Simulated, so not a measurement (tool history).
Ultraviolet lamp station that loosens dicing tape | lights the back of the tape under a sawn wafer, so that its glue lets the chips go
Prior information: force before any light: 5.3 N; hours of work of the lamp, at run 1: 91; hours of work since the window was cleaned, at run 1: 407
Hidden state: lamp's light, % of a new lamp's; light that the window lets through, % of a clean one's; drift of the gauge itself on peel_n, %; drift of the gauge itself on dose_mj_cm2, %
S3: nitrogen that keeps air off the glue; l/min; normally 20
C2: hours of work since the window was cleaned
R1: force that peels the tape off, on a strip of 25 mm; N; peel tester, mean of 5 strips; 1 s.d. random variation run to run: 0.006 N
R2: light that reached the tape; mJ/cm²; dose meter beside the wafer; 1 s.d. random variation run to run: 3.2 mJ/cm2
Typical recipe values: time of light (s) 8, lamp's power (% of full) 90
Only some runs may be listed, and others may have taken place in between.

Run 1, hour 0: usual settings; hours of work of the lamp 91; C2 407. Result: R1 0.162 N, R2 491 mJ/cm².
Run 2, hour 10.4: usual settings; hours of work of the lamp 99; C2 414. Result: R1 0.154 N, R2 493 mJ/cm².
Run 3, hour 19.9: usual settings; hours of work of the lamp 106; C2 422. Result: R1 0.159 N, R2 491 mJ/cm².
Run 4, hour 32.3: usual settings; hours of work of the lamp 115; C2 431. Result: R1 0.173 N, R2 496 mJ/cm².
Run 5, hour 47.3: usual settings; hours of work of the lamp 127; C2 442. Result: R1 0.152 N, R2 492 mJ/cm².
Run 6, hour 59.6: usual settings; hours of work of the lamp 136; C2 452. Result: R1 0.16 N, R2 494 mJ/cm².
Run 7, hour 68.6: usual settings; hours of work of the lamp 143; C2 458. Result: R1 0.153 N, R2 493 mJ/cm².
Run 8, hour 84.2: usual settings; hours of work of the lamp 155; C2 470. Result: R1 0.162 N, R2 496 mJ/cm².
Run 9, hour 98.3: usual settings; hours of work of the lamp 165; C2 481. Result: R1 0.16 N, R2 498 mJ/cm².
Run 10, hour 111.2: usual settings; hours of work of the lamp 175; C2 491. Result: R1 0.156 N, R2 493 mJ/cm².
Run 11, hour 123.7: usual settings; hours of work of the lamp 184; C2 500. Result: R1 0.163 N, R2 494 mJ/cm².
Run 12, hour 138.8: usual settings but S3 14 l/min; hours of work of the lamp 196; C2 511. Result: R1 0.183 N, R2 493 mJ/cm².
Run 13, hour 147.9: usual settings but S3 14 l/min; hours of work of the lamp 203; C2 518. Result: R1 0.181 N, R2 494 mJ/cm².
Run 14, hour 162.9: usual settings; hours of work of the lamp 214; C2 530. Result: R1 0.155 N, R2 497 mJ/cm².
Run 15, hour 171.8: usual settings; hours of work of the lamp 221; C2 536. Result: R1 0.162 N, R2 499 mJ/cm².
Run 16, hour 185.7: usual settings; hours of work of the lamp 231; C2 547. Result: R1 0.159 N, R2 491 mJ/cm².
Run 17, hour 193.4: usual settings; hours of work of the lamp 237; C2 553. Result: R1 0.164 N, R2 492 mJ/cm².
Run 18, hour 203.9: usual settings but lamp's power (% of full) 98; hours of work of the lamp 245; C2 561. Result: R1 0.152 N, R2 544 mJ/cm².
Run 19, hour 218.4: usual settings but lamp's power (% of full) 98; hours of work of the lamp 256; C2 572. Result: R1 0.148 N, R2 539 mJ/cm².
Run 20, hour 232.5: usual settings but lamp's power (% of full) 98; hours of work of the lamp 267; C2 582. Result: R1 0.142 N, R2 543 mJ/cm².
Run 21, hour 242: usual settings; hours of work of the lamp 274; C2 589. Result: R1 0.168 N, R2 492 mJ/cm².
Run 22, hour 250.6: usual settings but lamp's power (% of full) 82, S3 32 l/min; hours of work of the lamp 280; C2 596. Result: R1 0.178 N, R2 445 mJ/cm².
Run 23, hour 263.6: usual settings but time of light (s) 5, lamp's power (% of full) 94, S3 11 l/min; hours of work of the lamp 290; C2 606. Result: R1 0.466 N, R2 319 mJ/cm².
Run 24, hour 273.7: usual settings but time of light (s) 15, lamp's power (% of full) 73, S3 11 l/min; hours of work of the lamp 298; C2 613. Result: R1 0.124 N, R2 750 mJ/cm².
Run 25, hour 285.7: usual settings but time of light (s) 7, lamp's power (% of full) 91, S3 7 l/min; hours of work of the lamp 307; C2 622. Result: R1 0.313 N, R2 441 mJ/cm².
Run 26, hour 293.6: usual settings but time of light (s) 7, lamp's power (% of full) 60, S3 14 l/min; hours of work of the lamp 313; C2 628. Result: R1 0.539 N, R2 290 mJ/cm².
Run 27, hour 305.9: usual settings but time of light (s) 7, lamp's power (% of full) 60, S3 14 l/min; hours of work of the lamp 322; C2 638. Result: R1 0.537 N, R2 289 mJ/cm².
Run 28, hour 320.8: usual settings but lamp's power (% of full) 82; hours of work of the lamp 333; C2 649. Result: R1 0.187 N, R2 452 mJ/cm².
At hour 324.7: window cleaned of glue's vapour.
Run 29, hour 335.1: usual settings but lamp's power (% of full) 92, S3 6 l/min; hours of work of the lamp 344; C2 8. Result: R1 0.239 N, R2 508 mJ/cm².
Run 30, hour 348.4: usual settings but lamp's power (% of full) 91, S3 6 l/min; hours of work of the lamp 354; C2 18. Result: R1 0.257 N, R2 505 mJ/cm².
Run 31, hour 361.2: usual settings but lamp's power (% of full) 91, S3 6 l/min; hours of work of the lamp 363; C2 28. Result: R1 0.253 N, R2 504 mJ/cm².
Run 32, hour 376.4: usual settings but lamp's power (% of full) 91, S3 6 l/min; hours of work of the lamp 375; C2 39. Result: R1 0.245 N, R2 506 mJ/cm².
Run 33, hour 388.5: usual settings but time of light (s) 9, lamp's power (% of full) 91, S3 24 l/min; hours of work of the lamp 384; C2 48. Result: R1 0.123 N, R2 561 mJ/cm².
Run 34, hour 404.7: usual settings but lamp's power (% of full) 91, S3 24 l/min; hours of work of the lamp 396; C2 60. Result: R1 0.153 N, R2 500 mJ/cm².
Run 35, hour 414.2: usual settings but lamp's power (% of full) 91, S3 24 l/min; hours of work of the lamp 404; C2 68. Result: R1 0.152 N, R2 498 mJ/cm².
Run 36, hour 422.3: usual settings but time of light (s) 14, lamp's power (% of full) 82, S3 13 l/min; hours of work of the lamp 410; C2 74. Result: R1 0.117 N, R2 786 mJ/cm².
Run 37, hour 435.5: usual settings but time of light (s) 7, lamp's power (% of full) 68, S3 11 l/min; hours of work of the lamp 420; C2 84. Result: R1 0.46 N, R2 332 mJ/cm².
Run 38, hour 451.9: usual settings but time of light (s) 7, lamp's power (% of full) 68, S3 11 l/min; hours of work of the lamp 432; C2 96. Result: R1 0.454 N, R2 327 mJ/cm².
Run 39, hour 468.9: usual settings but time of light (s) 6, S3 23 l/min; hours of work of the lamp 445; C2 109. Result: R1 0.272 N, R2 372 mJ/cm².
Run 40, hour 479.5: usual settings but time of light (s) 4, lamp's power (% of full) 92, S3 19 l/min; hours of work of the lamp 453; C2 117. Result: R1 0.628 N, R2 251 mJ/cm².
Run 41, hour 490.7: usual settings but time of light (s) 7, lamp's power (% of full) 69, S3 40 l/min; hours of work of the lamp 461; C2 125. Result: R1 0.282 N, R2 328 mJ/cm².
Run 42, hour 504: usual settings but time of light (s) 7, lamp's power (% of full) 69, S3 40 l/min; hours of work of the lamp 471; C2 136. Result: R1 0.286 N, R2 334 mJ/cm².

How the hidden state differs across the entries between the runs, from the last listed run before each to the first after it:
In the gap between runs 28 and 29: window cleaned of glue's vapour (hour 324.7)
  no hidden state differs between the two runs

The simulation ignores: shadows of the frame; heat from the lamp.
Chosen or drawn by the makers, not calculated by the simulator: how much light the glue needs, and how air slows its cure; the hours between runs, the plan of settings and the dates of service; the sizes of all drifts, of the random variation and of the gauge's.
